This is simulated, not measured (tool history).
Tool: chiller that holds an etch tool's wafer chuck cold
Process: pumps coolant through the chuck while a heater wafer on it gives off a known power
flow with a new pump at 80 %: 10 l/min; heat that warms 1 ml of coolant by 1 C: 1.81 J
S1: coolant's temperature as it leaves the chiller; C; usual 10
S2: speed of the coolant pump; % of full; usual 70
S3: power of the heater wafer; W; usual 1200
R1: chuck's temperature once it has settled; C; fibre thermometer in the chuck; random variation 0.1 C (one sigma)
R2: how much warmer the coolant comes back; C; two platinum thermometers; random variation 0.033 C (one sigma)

run 1 hour=0.0 | S1=10 S2=70 S3=1200 | R1=24.4 R2=4.59
run 2 hour=31.9 | S1=10 S2=70 S3=1200 | R1=24.8 R2=4.57
run 3 hour=82.0 | S1=10 S2=70 S3=1429 | R1=27.4 R2=5.40
run 4 hour=114.2 | S1=10 S2=67 S3=1200 | R1=25.2 R2=4.79
run 5 hour=169.9 | S1=10 S2=67 S3=1200 | R1=25.1 R2=4.87
run 6 hour=214.8 | S1=10 S2=67 S3=1200 | R1=25.0 R2=4.86
run 7 hour=258.8 | S1=10 S2=67 S3=1200 | R1=24.9 R2=4.85
run 8 hour=287.4 | S1=10 S2=67 S3=1200 | R1=24.9 R2=4.80
run 9 hour=311.8 | S1=1 S2=67 S3=1200 | R1=15.9 R2=4.87
run 10 hour=360.3 | S1=10 S2=70 S3=1200 | R1=24.6 R2=4.61
run 11 hour=396.8 | S1=2 S2=70 S3=1200 | R1=16.5 R2=4.69
run 12 hour=448.6 | S1=10 S2=70 S3=1200 | R1=24.7 R2=4.61
run 13 hour=476.2 | S1=10 S2=70 S3=1200 | R1=24.7 R2=4.68
run 14 hour=513.7 | S1=10 S2=70 S3=1200 | R1=24.4 R2=4.66
run 15 hour=551.3 | S1=10 S2=70 S3=1200 | R1=24.6 R2=4.67
run 16 hour=595.4 | S1=10 S2=70 S3=1581 | R1=29.1 R2=6.13
run 17 hour=637.3 | S1=10 S2=70 S3=1581 | R1=29.0 R2=6.11
run 18 hour=669.5 | S1=2 S2=67 S3=1200 | R1=17.0 R2=4.93
run 19 hour=709.7 | S1=3 S2=67 S3=1200 | R1=18.0 R2=4.88
run 20 hour=734.3 | S1=4 S2=70 S3=1200 | R1=18.7 R2=4.67
run 21 hour=763.0 | S1=4 S2=64 S3=1785 | R1=26.8 R2=7.61
run 22 hour=791.8 | S1=10 S2=79 S3=758 | R1=18.7 R2=2.67
run 23 hour=843.0 | S1=8 S2=95 S3=1185 | R1=20.0 R2=3.40
run 24 hour=885.1 | S1=2 S2=63 S3=784 | R1=12.1 R2=3.53
-- hour=916.6 chiller's thermometer calibrated
run 25 hour=933.7 | S1=1 S2=75 S3=1200 | R1=15.0 R2=4.42
run 26 hour=975.2 | S1=9 S2=64 S3=1050 | R1=22.5 R2=4.57
run 27 hour=1005.1 | S1=9 S2=64 S3=1050 | R1=22.5 R2=4.57
run 28 hour=1055.6 | S1=9 S2=64 S3=1050 | R1=22.2 R2=4.58
run 29 hour=1105.6 | S1=3 S2=65 S3=1581 | R1=23.1 R2=6.69
-- hour=1134.5 gauge calibrated
run 30 hour=1156.1 | S1=2 S2=65 S3=908 | R1=13.4 R2=3.74
run 31 hour=1186.5 | S1=2 S2=65 S3=908 | R1=13.6 R2=3.73
run 32 hour=1242.5 | S1=11 S2=70 S3=1761 | R1=32.4 R2=6.77

3 ways to go on from here, each from the tool as it stands after run 32. What would each give?
run A hour=1289.1 | S1=7 S2=80 S3=1353 | R1=? R2=?
run B hour=1289.1 | S1=19 S2=70 S3=1761 | R1=? R2=?
run C hour=1289.1 | S1=10 S2=91 S3=1200 | R1=? R2=?

run=A R1=22.1 R2=4.51
run=B R1=40.3 R2=6.78
run=C R1=22.6 R2=3.53
Without the tool's hidden state the same runs would have given:
run=A R1=22.1 R2=4.48
run=B R1=40.3 R2=6.76
run=C R1=22.5 R2=3.50
